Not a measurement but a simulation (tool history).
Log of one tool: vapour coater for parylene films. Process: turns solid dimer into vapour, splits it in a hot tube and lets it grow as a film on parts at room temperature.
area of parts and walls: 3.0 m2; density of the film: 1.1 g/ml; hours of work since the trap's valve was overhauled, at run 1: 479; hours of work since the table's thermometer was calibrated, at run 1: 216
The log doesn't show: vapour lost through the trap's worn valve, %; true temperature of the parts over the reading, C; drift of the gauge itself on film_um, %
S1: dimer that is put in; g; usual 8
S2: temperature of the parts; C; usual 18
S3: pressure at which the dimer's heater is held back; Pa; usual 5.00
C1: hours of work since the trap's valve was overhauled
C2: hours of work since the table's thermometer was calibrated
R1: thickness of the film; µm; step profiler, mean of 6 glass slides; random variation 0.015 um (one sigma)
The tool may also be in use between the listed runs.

run 1 hour=0.0 | S1=8 S2=18 S3=5.00 | C1=479 C2=216 | R1=1.52
run 2 hour=11.5 | S1=8 S2=18 S3=5.00 | C1=487 C2=224 | R1=1.50
run 3 hour=22.8 | S1=8 S2=18 S3=5.00 | C1=495 C2=232 | R1=1.50
run 4 hour=44.5 | S1=8 S2=18 S3=5.00 | C1=511 C2=248 | R1=1.53
run 5 hour=67.0 | S1=8 S2=18 S3=5.00 | C1=527 C2=264 | R1=1.51
run 6 hour=88.9 | S1=13 S2=18 S3=5.00 | C1=542 C2=279 | R1=2.46
run 7 hour=103.0 | S1=8 S2=18 S3=5.00 | C1=552 C2=289 | R1=1.49
run 8 hour=116.7 | S1=8 S2=18 S3=5.00 | C1=562 C2=299 | R1=1.46
run 9 hour=133.1 | S1=7 S2=18 S3=5.00 | C1=574 C2=311 | R1=1.30
run 10 hour=144.2 | S1=7 S2=18 S3=5.00 | C1=581 C2=319 | R1=1.28
-- hour=155.6 trap's valve overhauled
run 11 hour=167.4 | S1=7 S2=18 S3=5.00 | C1=8 C2=332 | R1=1.47
run 12 hour=182.9 | S1=8 S2=29 S3=5.00 | C1=19 C2=343 | R1=1.19
run 13 hour=203.6 | S1=8 S2=29 S3=5.00 | C1=34 C2=358 | R1=1.24
run 14 hour=213.2 | S1=7 S2=18 S3=5.00 | C1=41 C2=365 | R1=1.43
run 15 hour=226.1 | S1=7 S2=18 S3=5.00 | C1=50 C2=374 | R1=1.42
run 16 hour=246.2 | S1=8 S2=18 S3=2.05 | C1=64 C2=388 | R1=1.93
run 17 hour=261.4 | S1=8 S2=18 S3=2.05 | C1=75 C2=399 | R1=1.93
run 18 hour=283.3 | S1=8 S2=18 S3=5.00 | C1=91 C2=415 | R1=1.64
run 19 hour=297.3 | S1=8 S2=18 S3=5.00 | C1=101 C2=425 | R1=1.61
run 20 hour=315.2 | S1=8 S2=18 S3=5.00 | C1=113 C2=437 | R1=1.62
run 21 hour=332.7 | S1=8 S2=18 S3=5.00 | C1=126 C2=450 | R1=1.58
run 22 hour=342.7 | S1=8 S2=18 S3=5.00 | C1=133 C2=457 | R1=1.64
run 23 hour=364.8 | S1=12 S2=18 S3=5.00 | C1=149 C2=472 | R1=2.41
run 24 hour=388.2 | S1=8 S2=18 S3=5.00 | C1=165 C2=489 | R1=1.59
run 25 hour=404.5 | S1=7 S2=28 S3=6.06 | C1=177 C2=501 | R1=1.05
run 26 hour=417.6 | S1=7 S2=28 S3=6.06 | C1=186 C2=510 | R1=1.01
run 27 hour=440.9 | S1=6 S2=13 S3=6.06 | C1=203 C2=526 | R1=1.37
run 28 hour=459.6 | S1=6 S2=13 S3=6.06 | C1=216 C2=540 | R1=1.35
run 29 hour=471.0 | S1=6 S2=13 S3=6.06 | C1=224 C2=548 | R1=1.33
run 30 hour=493.6 | S1=6 S2=13 S3=6.06 | C1=240 C2=564 | R1=1.32
run 31 hour=503.7 | S1=7 S2=17 S3=6.06 | C1=247 C2=571 | R1=1.37
run 32 hour=525.6 | S1=7 S2=17 S3=6.06 | C1=263 C2=587 | R1=1.38
run 33 hour=541.4 | S1=7 S2=23 S3=6.06 | C1=274 C2=598 | R1=1.20
run 34 hour=559.2 | S1=7 S2=23 S3=6.06 | C1=287 C2=611 | R1=1.16
run 35 hour=575.4 | S1=6 S2=18 S3=3.89 | C1=298 C2=622 | R1=1.23
run 36 hour=589.2 | S1=4 S2=26 S3=6.64 | C1=308 C2=632 | R1=0.61
run 37 hour=601.3 | S1=8 S2=19 S3=3.88 | C1=317 C2=640 | R1=1.60
run 38 hour=614.0 | S1=4 S2=17 S3=5.00 | C1=326 C2=649 | R1=0.84
run 39 hour=635.5 | S1=4 S2=17 S3=5.00 | C1=341 C2=665 | R1=0.82
run 40 hour=649.0 | S1=4 S2=13 S3=2.57 | C1=351 C2=674 | R1=1.02
run 41 hour=664.9 | S1=4 S2=13 S3=2.57 | C1=362 C2=686 | R1=1.04
run 42 hour=682.0 | S1=3 S2=24 S3=9.64 | C1=374 C2=698 | R1=0.44
run 43 hour=701.2 | S1=3 S2=13 S3=9.64 | C1=388 C2=711 | R1=0.60
run 44 hour=720.2 | S1=10 S2=18 S3=2.56 | C1=401 C2=725 | R1=2.20
run 45 hour=733.8 | S1=14 S2=19 S3=2.29 | C1=411 C2=735 | R1=3.02
run 46 hour=752.5 | S1=5 S2=28 S3=5.00 | C1=424 C2=748 | R1=0.72
run 47 hour=770.0 | S1=4 S2=16 S3=4.38 | C1=437 C2=760 | R1=0.81

Hidden state or all else? Some run-to-run changes of R1, split into what the settings, what came in and random variation would give without the hidden state, and what is left for the hidden state (with any gauge scatter that isn't in both results):
Run 5 -> 6: S1 8 -> 13. R1 +0.95 µm: hidden state -0.09, all else +1.04.
Run 10 -> 11: trap's valve overhauled. R1 +0.19 µm: hidden state +0.15, all else +0.04.
Run 36 -> 37: S1 4 -> 8, S2 26 -> 19, S3 6.64 -> 3.88. R1 +0.99 µm: hidden state -0.05, all else +1.04.
Run 43 -> 44: S1 3 -> 10, S2 13 -> 18, S3 9.64 -> 2.56. R1 +1.60 µm: hidden state -0.09, all else +1.69.
Run 45 -> 46: S1 14 -> 5, S2 19 -> 28, S3 2.29 -> 5.00. R1 -2.30 µm: hidden state +0.14, all else -2.44.
